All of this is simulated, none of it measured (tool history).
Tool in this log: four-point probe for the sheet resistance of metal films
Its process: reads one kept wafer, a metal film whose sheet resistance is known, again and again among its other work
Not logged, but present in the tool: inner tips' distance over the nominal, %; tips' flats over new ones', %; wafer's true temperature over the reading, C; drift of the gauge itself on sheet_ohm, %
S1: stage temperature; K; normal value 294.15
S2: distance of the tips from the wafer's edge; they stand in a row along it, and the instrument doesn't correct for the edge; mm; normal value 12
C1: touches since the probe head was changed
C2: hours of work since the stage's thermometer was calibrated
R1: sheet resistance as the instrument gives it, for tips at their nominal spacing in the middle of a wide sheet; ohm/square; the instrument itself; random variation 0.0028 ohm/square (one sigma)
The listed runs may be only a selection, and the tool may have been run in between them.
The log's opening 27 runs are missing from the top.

run 28 hour=663.1 | S1=306.15 S2=8 | C1=19602 C2=1342 | R1=13.985576
run 29 hour=690.4 | S1=294.15 S2=3 | C1=20238 C2=1357 | R1=14.895408
run 30 hour=721.8 | S1=307.15 S2=47 | C1=20968 C2=1374 | R1=13.810123
run 31 hour=748.9 | S1=294.15 S2=48 | C1=21598 C2=1389 | R1=13.706174
run 32 hour=764.2 | S1=308.15 S2=12 | C1=21953 C2=1397 | R1=13.898252
run 33 hour=787.1 | S1=298.15 S2=39 | C1=22486 C2=1410 | R1=13.739919
run 34 hour=818 | S1=300.15 S2=12 | C1=23203 C2=1427 | R1=13.837856
run 35 hour=848.5 | S1=301.15 S2=12 | C1=23913 C2=1444 | R1=13.842437
run 36 hour=880.4 | S1=301.15 S2=12 | C1=24654 C2=1462 | R1=13.841122
run 37 hour=906.3 | S1=305.15 S2=10 | C1=25256 C2=1476 | R1=13.91085
run 38 hour=928.9 | S1=291.15 S2=7 | C1=25783 C2=1488 | R1=13.917761
run 39 hour=955.9 | S1=292.15 S2=67 | C1=26411 C2=1503 | R1=13.68741
run 40 hour=988.6 | S1=305.15 S2=25 | C1=27170 C2=1521 | R1=13.814635
run 41 hour=1016.5 | S1=304.15 S2=6 | C1=27819 C2=1537 | R1=14.110345

Alternative continuations, all from the tool just after run 41; predict every row:
run A hour=1042.2 | S1=293.15 S2=28 | C1=28416 C2=1551 | R1=?
run B hour=1042.2 | S1=304.15 S2=3 | C1=28416 C2=1551 | R1=?
run C hour=1042.2 | S1=293.15 S2=3 | C1=28416 C2=1551 | R1=?
run D hour=1042.2 | S1=306.15 S2=12 | C1=28416 C2=1551 | R1=?

run=A R1=13.710329
run=B R1=14.988967
run=C R1=14.892468
run=D R1=13.885196
The same runs, with their run-to-run variation unchanged, on a tool lacking any hidden condition would have given:
run=A R1=13.710231
run=B R1=14.988855
run=C R1=14.892363
run=D R1=13.88509
